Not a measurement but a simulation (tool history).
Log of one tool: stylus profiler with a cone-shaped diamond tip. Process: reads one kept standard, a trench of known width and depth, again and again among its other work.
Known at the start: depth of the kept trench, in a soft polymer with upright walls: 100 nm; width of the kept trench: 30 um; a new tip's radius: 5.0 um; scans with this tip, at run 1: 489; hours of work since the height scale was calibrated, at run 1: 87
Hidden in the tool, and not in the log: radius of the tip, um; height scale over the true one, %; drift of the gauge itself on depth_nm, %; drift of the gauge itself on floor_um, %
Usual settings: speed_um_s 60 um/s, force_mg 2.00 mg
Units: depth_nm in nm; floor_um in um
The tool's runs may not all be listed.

run   hour  speed_um_s  force_mg  scans with this tip  hours of work since the height scale was calibrated  depth_nm  floor_um
  1    0.0          60      2.00                  489                                                   87    100.80     27.59
  2   18.4          60      2.00                  545                                                   97    100.80     27.64
  3   37.6          60      2.00                  604                                                  107    100.85     27.62
  4   58.6          60      2.00                  668                                                  119    100.90     27.60
  5   72.6          60      2.00                  711                                                  126    100.85     27.65
  6   81.1          60      2.00                  737                                                  131    100.97     27.63
  7   98.6          60      2.00                  790                                                  141    100.91     27.63
  8  110.5          60      2.00                  827                                                  147    100.74     27.65
  9  126.0          60      2.00                  874                                                  155    100.86     27.61
 10  147.0          45      2.00                  938                                                  167    100.83     27.72
 11  162.1          45      2.00                  985                                                  175    100.83     27.75
 12  178.9          60      1.54                 1036                                                  184    100.73     27.57
 13  189.4          60      2.00                 1068                                                  190    100.93     27.61
 14  200.0          60      2.00                 1100                                                  196    100.87     27.58
 15  213.2          60      2.00                 1140                                                  203    100.87     27.59
 16  230.4          60      2.00                 1193                                                  212    100.96     27.55
 17  243.3          60      2.00                 1233                                                  219    100.89     27.59
 18  255.6          60      2.00                 1270                                                  226    100.90     27.61
 19  275.5         111      2.00                 1331                                                  237    100.96     27.26
 20  291.3          60      2.00                 1379                                                  245    100.78     27.56
 21  309.8          60      2.00                 1436                                                  255    100.82     27.65
     311.8  -- height scale calibrated on a step standard
 22  330.2          60      2.00                 1497                                                   10    100.98     27.59
 23  341.1         116      2.00                 1530                                                   16    100.91     27.23
 24  358.4          58      2.95                 1582                                                   25    101.25     27.70
 25  366.9          66      0.72                 1609                                                   30    100.60     27.28
 26  387.1          70      1.34                 1670                                                   41    100.83     27.48
 27  396.8          43      0.94                 1700                                                   46    100.58     27.59
     410.6  -- height scale calibrated on a step standard, once more
 28  417.5         215      0.99                 1762                                                    4    100.51     25.99
 29  435.8         215      0.99                 1817                                                   14    100.58     25.99
 30  451.9         215      0.99                 1867                                                   22    100.53     26.02
 31  470.2          40      4.25                 1923                                                   32    101.39     27.82
 32  484.2          40      4.25                 1965                                                   40    101.30     27.77
 33  495.0          40      4.25                 1998                                                   46    101.34     27.79
 34  514.5          40      4.25                 2058                                                   56    101.31     27.79
 35  526.5          19      1.93                 2095                                                   63    100.83     27.90
 36  543.3         206      1.48                 2146                                                   72    100.68     26.43
 37  563.8          93      4.91                 2209                                                   83    101.40     27.61
 38  584.6          93      4.91                 2272                                                   95    101.46     27.62
 39  595.4         174      1.29                 2305                                                  100    100.66     26.51
 40  605.6         174      1.29                 2336                                                  106    100.59     26.58
 41  624.1          15      1.29                 2393                                                  116    100.61     27.86
 42  638.2          23      2.36                 2436                                                  124    100.94     27.84
 43  655.1          19      4.76                 2488                                                  133    101.43     27.87
 44  675.9          19      4.76                 2551                                                  144    101.43     27.92
 45  694.7          19      4.76                 2608                                                  154    101.51     27.87
 46  711.3          79      2.00                 2659                                                  163    100.86     27.47

Hidden state or all else? Some run-to-run changes of depth_nm, split into what the settings, what came in and random variation would give without the hidden state, and what is left for the hidden state (with any gauge scatter that isn't in both results):
Run 2 -> 3: no setting changed, nothing entered. depth_nm +0.05 nm: hidden state +0.01, all else +0.04.
Run 21 -> 22: height scale calibrated on a step standard. depth_nm +0.16 nm: hidden state +0.07, all else +0.09.
Run 27 -> 28: speed_um_s 43 -> 215, force_mg 0.94 -> 0.99, height scale calibrated on a step standard, once more. depth_nm -0.07 nm: hidden state -0.18, all else +0.11.
Run 30 -> 31: speed_um_s 215 -> 40, force_mg 0.99 -> 4.25. depth_nm +0.86 nm: hidden state +0.00, all else +0.86.
Run 36 -> 37: speed_um_s 206 -> 93, force_mg 1.48 -> 4.91. depth_nm +0.72 nm: hidden state +0.00, all else +0.72.
Run 38 -> 39: speed_um_s 93 -> 174, force_mg 4.91 -> 1.29. depth_nm -0.80 nm: hidden state +0.01, all else -0.81.
